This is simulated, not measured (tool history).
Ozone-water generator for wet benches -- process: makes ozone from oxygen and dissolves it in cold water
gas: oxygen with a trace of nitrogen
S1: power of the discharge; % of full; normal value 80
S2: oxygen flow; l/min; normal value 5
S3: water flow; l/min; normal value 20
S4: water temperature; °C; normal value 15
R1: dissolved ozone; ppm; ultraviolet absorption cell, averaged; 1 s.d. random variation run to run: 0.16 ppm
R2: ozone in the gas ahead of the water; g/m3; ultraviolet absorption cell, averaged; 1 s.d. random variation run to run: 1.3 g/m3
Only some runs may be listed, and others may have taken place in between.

| run | hour | S1 | S2 | S3 | S4 | R1 | R2 |
|---|---|---|---|---|---|---|---|
| 1 | 0 | 80 | 5 | 20 | 15 | 19.3 | 241 |
| 2 | 47.6 | 80 | 5 | 20 | 15 | 19.2 | 241.5 |
| 3 | 93.8 | 80 | 5.89 | 20 | 15 | 19.1 | 218.2 |
| 4 | 122.9 | 80 | 5.89 | 20 | 15 | 18.9 | 217.7 |
| 5 | 175.7 | 86 | 5 | 20 | 15 | 19.9 | 250.1 |
| 6 | 224.4 | 86 | 5 | 20 | 15 | 20 | 249.3 |
| 7 | 278.3 | 80 | 5.98 | 20 | 15 | 18.9 | 214 |
| 8 | 313 | 80 | 5.98 | 20 | 15 | 18.8 | 214.4 |
| 9 | 345.3 | 80 | 5.98 | 20 | 15 | 18.8 | 213.3 |
| 10 | 370.6 | 56 | 5 | 20 | 15 | 15.8 | 199.2 |
| 11 | 421.3 | 56 | 5 | 20 | 16 | 15.4 | 197.4 |
| 12 | 473.4 | 44 | 4.33 | 20 | 15 | 14 | 191.4 |
| 13 | 503.4 | 44 | 4.33 | 20 | 15 | 13.9 | 191.1 |
| 14 | 551.2 | 79 | 3.25 | 15 | 10 | 25.5 | 313 |
| 15 | 605 | 79 | 3.25 | 15 | 10 | 26.1 | 310.6 |
| 16 | 664 | 93 | 3.25 | 15 | 17 | 25.7 | 341.8 |
| 17 | 717.1 | 59 | 3.25 | 15 | 17 | 20 | 264.9 |
| 18 | 748.1 | 64 | 3.25 | 20 | 17 | 16.6 | 280.9 |
| 19 | 799.5 | 51 | 3.25 | 20 | 16 | 14.6 | 243.7 |
| 20 | 828 | 51 | 6.15 | 20 | 17 | 14.2 | 163.9 |
| 21 | 882.7 | 51 | 6.15 | 18 | 17 | 15.3 | 164.5 |

How would selected steps in R1 from run to run divide? Give the signed amount a tool lacking its hidden state would still show from settings, what came in and random variation, and the signed amount left for the hidden state, including any gauge scatter that is not in both of the compared results.
Unlogged tool condition in this case: yield of the discharge, % of new electrodes'; contactor's efficiency, % of a clean one's; true water temperature over the reading, C; drift of the gauge itself on ozone_ppm, %; drift of the gauge itself on gas_g_m3, %.
Run 9 -> 10: S1 80 -> 56, S2 5.98 -> 5. R1 -3 ppm: hidden state +0.2, all else -3.2.
Run 13 -> 14: S1 44 -> 79, S2 4.33 -> 3.25, S3 20 -> 15, S4 15 -> 10. R1 +11.6 ppm: hidden state -0.5, all else +12.1.
Run 16 -> 17: S1 93 -> 59. R1 -5.7 ppm: hidden state +0.2, all else -5.9.
